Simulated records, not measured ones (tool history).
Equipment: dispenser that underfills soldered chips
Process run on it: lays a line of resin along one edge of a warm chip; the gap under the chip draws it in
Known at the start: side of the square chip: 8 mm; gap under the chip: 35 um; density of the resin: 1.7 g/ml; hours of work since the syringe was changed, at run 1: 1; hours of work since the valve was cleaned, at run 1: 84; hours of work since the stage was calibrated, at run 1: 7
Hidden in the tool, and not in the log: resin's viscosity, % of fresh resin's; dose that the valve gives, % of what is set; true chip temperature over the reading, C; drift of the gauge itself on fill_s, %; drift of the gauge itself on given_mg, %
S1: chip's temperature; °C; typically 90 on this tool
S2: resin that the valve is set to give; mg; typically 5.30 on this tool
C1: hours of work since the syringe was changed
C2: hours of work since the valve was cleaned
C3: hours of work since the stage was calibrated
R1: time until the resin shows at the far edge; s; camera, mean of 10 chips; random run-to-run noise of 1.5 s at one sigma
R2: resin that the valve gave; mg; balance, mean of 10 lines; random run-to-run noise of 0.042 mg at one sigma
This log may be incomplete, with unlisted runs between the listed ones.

| run | hour | S1 | S2 | C1 | C2 | C3 | R1 | R2 |
|---|---|---|---|---|---|---|---|---|
| 1 | 0.0 | 90 | 5.30 | 1 | 84 | 7 | 157.1 | 4.95 |
| 2 | 4.3 | 90 | 5.30 | 5 | 87 | 11 | 181.3 | 5.01 |
| 3 | 10.0 | 90 | 5.30 | 9 | 92 | 15 | 213.0 | 4.92 |
|  | 11.9 | new syringe of resin |
| 4 | 13.8 | 90 | 6.68 | 1 | 94 | 18 | 153.3 | 6.21 |
| 5 | 16.4 | 90 | 6.68 | 3 | 96 | 20 | 162.2 | 6.24 |
| 6 | 20.0 | 105 | 5.41 | 6 | 99 | 22 | 127.7 | 5.11 |
| 7 | 22.7 | 91 | 5.65 | 8 | 101 | 24 | 196.6 | 5.26 |
|  | 25.9 | new syringe of resin |
| 8 | 27.7 | 91 | 5.65 | 1 | 104 | 28 | 148.4 | 5.22 |
|  | 32.1 | dispensing valve cleaned and set on the balance |
| 9 | 33.9 | 75 | 4.59 | 5 | 1 | 32 | 291.0 | 4.59 |
| 10 | 37.9 | 94 | 4.59 | 8 | 4 | 35 | 188.7 | 4.63 |

Forecast each of these 4 alternatives for the next run:
|  | 41.0 | new syringe of resin |
| A | 42.9 | 86 | 5.30 | 1 | 8 | 38 | ? | ? |
|  | 41.0 | new syringe of resin |
| B | 42.9 | 85 | 6.25 | 1 | 8 | 38 | ? | ? |
|  | 41.0 | new syringe of resin |
| C | 42.9 | 84 | 5.17 | 1 | 8 | 38 | ? | ? |
|  | 41.0 | new syringe of resin |
| D | 42.9 | 90 | 6.71 | 1 | 8 | 38 | ? | ? |

| run | R1 | R2 |
|---|---|---|
| A | 171.3 | 5.22 |
| B | 173.2 | 6.19 |
| C | 183.2 | 5.11 |
| D | 148.2 | 6.71 |
With the hidden condition removed and each run's random variation left untouched, the same runs would have given:
| run | R1 | R2 |
|---|---|---|
| A | 160.7 | 5.26 |
| B | 162.7 | 6.23 |
| C | 171.8 | 5.14 |
| D | 139.2 | 6.75 |

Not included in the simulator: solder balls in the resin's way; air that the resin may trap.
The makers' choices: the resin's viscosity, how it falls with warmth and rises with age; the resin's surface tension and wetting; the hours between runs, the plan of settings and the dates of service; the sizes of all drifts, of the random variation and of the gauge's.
